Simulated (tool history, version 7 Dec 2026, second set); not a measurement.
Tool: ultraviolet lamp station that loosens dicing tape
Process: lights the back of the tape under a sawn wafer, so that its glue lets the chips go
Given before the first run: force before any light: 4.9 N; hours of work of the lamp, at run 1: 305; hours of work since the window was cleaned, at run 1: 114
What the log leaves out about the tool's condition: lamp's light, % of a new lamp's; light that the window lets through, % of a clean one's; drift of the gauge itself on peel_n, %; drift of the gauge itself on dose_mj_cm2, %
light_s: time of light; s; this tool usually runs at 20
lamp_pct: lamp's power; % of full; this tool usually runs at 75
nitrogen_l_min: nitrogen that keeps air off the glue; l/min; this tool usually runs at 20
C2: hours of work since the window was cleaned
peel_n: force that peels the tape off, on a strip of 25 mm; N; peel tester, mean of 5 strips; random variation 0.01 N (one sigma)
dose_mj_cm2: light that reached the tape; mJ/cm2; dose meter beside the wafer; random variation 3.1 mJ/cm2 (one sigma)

Run 1, day 0.000: usual settings; hours of work of the lamp 305; C2 114. Result: peel_n 0.495 N, dose_mj_cm2 435 mJ/cm2.
Run 2, day 0.592: usual settings but lamp_pct 63 % of full; hours of work of the lamp 311; C2 120. Result: peel_n 0.740 N, dose_mj_cm2 365 mJ/cm2.
Run 3, day 1.550: usual settings but lamp_pct 63 % of full; hours of work of the lamp 321; C2 129. Result: peel_n 0.755 N, dose_mj_cm2 370 mJ/cm2.
Run 4, day 2.054: usual settings; hours of work of the lamp 326; C2 134. Result: peel_n 0.517 N, dose_mj_cm2 426 mJ/cm2.
Run 5, day 2.946: usual settings; hours of work of the lamp 334; C2 143. Result: peel_n 0.511 N, dose_mj_cm2 432 mJ/cm2.
Run 6, day 3.733: usual settings but lamp_pct 69 % of full; hours of work of the lamp 342; C2 150. Result: peel_n 0.625 N, dose_mj_cm2 397 mJ/cm2.
Run 7, day 4.233: usual settings; hours of work of the lamp 347; C2 155. Result: peel_n 0.511 N, dose_mj_cm2 428 mJ/cm2.
Run 8, day 4.854: usual settings but lamp_pct 95 % of full; hours of work of the lamp 353; C2 162. Result: peel_n 0.317 N, dose_mj_cm2 550 mJ/cm2.
Run 9, day 5.946: usual settings but lamp_pct 95 % of full; hours of work of the lamp 364; C2 172. Result: peel_n 0.326 N, dose_mj_cm2 547 mJ/cm2.
Run 10, day 6.667: usual settings but lamp_pct 95 % of full, nitrogen_l_min 9 l/min; hours of work of the lamp 371; C2 179. Result: peel_n 0.665 N, dose_mj_cm2 549 mJ/cm2.
At day 6.746: window cleaned of glue's vapour.
Run 11, day 7.733: usual settings; hours of work of the lamp 381; C2 10. Result: peel_n 0.551 N, dose_mj_cm2 424 mJ/cm2.
Run 12, day 8.304: usual settings; hours of work of the lamp 387; C2 15. Result: peel_n 0.546 N, dose_mj_cm2 426 mJ/cm2.
Run 13, day 8.996: usual settings; hours of work of the lamp 394; C2 22. Result: peel_n 0.571 N, dose_mj_cm2 424 mJ/cm2.
Run 14, day 9.988: usual settings; hours of work of the lamp 404; C2 32. Result: peel_n 0.539 N, dose_mj_cm2 426 mJ/cm2.
At day 10.175: window cleaned of glue's vapour, once more.
Run 15, day 11.075: usual settings; hours of work of the lamp 414; C2 9. Result: peel_n 0.527 N, dose_mj_cm2 435 mJ/cm2.
Run 16, day 11.662: usual settings; hours of work of the lamp 420; C2 15. Result: peel_n 0.534 N, dose_mj_cm2 429 mJ/cm2.
Run 17, day 12.688: usual settings but light_s 16 s, lamp_pct 100 % of full, nitrogen_l_min 29 l/min; hours of work of the lamp 430; C2 25. Result: peel_n 0.352 N, dose_mj_cm2 462 mJ/cm2.
Run 18, day 13.454: usual settings but light_s 17 s, lamp_pct 93 % of full, nitrogen_l_min 32 l/min; hours of work of the lamp 438; C2 32. Result: peel_n 0.330 N, dose_mj_cm2 448 mJ/cm2.
Run 19, day 13.917: usual settings but light_s 21 s, nitrogen_l_min 30 l/min; hours of work of the lamp 442; C2 37. Result: peel_n 0.329 N, dose_mj_cm2 455 mJ/cm2.
Run 20, day 14.588: usual settings but light_s 21 s, nitrogen_l_min 30 l/min; hours of work of the lamp 449; C2 44. Result: peel_n 0.349 N, dose_mj_cm2 457 mJ/cm2.
Run 21, day 15.629: usual settings but light_s 18 s, lamp_pct 78 % of full, nitrogen_l_min 10 l/min; hours of work of the lamp 459; C2 54. Result: peel_n 1.013 N, dose_mj_cm2 403 mJ/cm2.
Run 22, day 16.400: usual settings but lamp_pct 93 % of full; hours of work of the lamp 467; C2 61. Result: peel_n 0.340 N, dose_mj_cm2 532 mJ/cm2.
Run 23, day 17.038: usual settings but light_s 38 s, lamp_pct 72 % of full, nitrogen_l_min 15 l/min; hours of work of the lamp 473; C2 68. Result: peel_n 0.182 N, dose_mj_cm2 778 mJ/cm2.
Run 24, day 18.100: usual settings but light_s 38 s, lamp_pct 72 % of full, nitrogen_l_min 15 l/min; hours of work of the lamp 484; C2 78. Result: peel_n 0.176 N, dose_mj_cm2 781 mJ/cm2.
Run 25, day 18.838: usual settings but nitrogen_l_min 7 l/min; hours of work of the lamp 491; C2 85. Result: peel_n 1.183 N, dose_mj_cm2 430 mJ/cm2.
Run 26, day 19.321: usual settings but light_s 13 s, nitrogen_l_min 17 l/min; hours of work of the lamp 496; C2 90. Result: peel_n 1.234 N, dose_mj_cm2 276 mJ/cm2.
Run 27, day 19.850: usual settings but light_s 13 s, nitrogen_l_min 17 l/min; hours of work of the lamp 501; C2 95. Result: peel_n 1.254 N, dose_mj_cm2 276 mJ/cm2.
Run 28, day 20.746: usual settings but light_s 13 s, lamp_pct 79 % of full, nitrogen_l_min 19 l/min; hours of work of the lamp 510; C2 104. Result: peel_n 1.077 N, dose_mj_cm2 288 mJ/cm2.
Run 29, day 21.342: usual settings but light_s 13 s, lamp_pct 79 % of full, nitrogen_l_min 19 l/min; hours of work of the lamp 516; C2 110. Result: peel_n 1.077 N, dose_mj_cm2 290 mJ/cm2.
Run 30, day 21.892: usual settings but light_s 21 s, lamp_pct 72 % of full, nitrogen_l_min 15 l/min; hours of work of the lamp 521; C2 116. Result: peel_n 0.709 N, dose_mj_cm2 426 mJ/cm2.
Run 31, day 22.938: usual settings but light_s 13 s, lamp_pct 90 % of full; hours of work of the lamp 531; C2 126. Result: peel_n 0.850 N, dose_mj_cm2 331 mJ/cm2.
Run 32, day 23.875: usual settings but light_s 26 s, lamp_pct 77 % of full; hours of work of the lamp 540; C2 135. Result: peel_n 0.299 N, dose_mj_cm2 565 mJ/cm2.

Pick out some run-to-run changes in peel_n. Of each, how much would a tool without hidden state show as well, from the settings, what came in and chance, and how much is left for the hidden state and any gauge scatter not in both results compared?
Run 20 -> 21: light_s 21 -> 18, lamp_pct 75 -> 78, nitrogen_l_min 30 -> 10. peel_n +0.664 N: hidden state +0.067, all else +0.597.
Run 21 -> 22: light_s 18 -> 20, lamp_pct 78 -> 93, nitrogen_l_min 10 -> 20. peel_n -0.673 N: hidden state -0.066, all else -0.607.
Run 24 -> 25: light_s 38 -> 20, lamp_pct 72 -> 75, nitrogen_l_min 15 -> 7. peel_n +1.007 N: hidden state +0.115, all else +0.892.
Run 31 -> 32: light_s 13 -> 26, lamp_pct 90 -> 77. peel_n -0.551 N: hidden state -0.073, all else -0.478.

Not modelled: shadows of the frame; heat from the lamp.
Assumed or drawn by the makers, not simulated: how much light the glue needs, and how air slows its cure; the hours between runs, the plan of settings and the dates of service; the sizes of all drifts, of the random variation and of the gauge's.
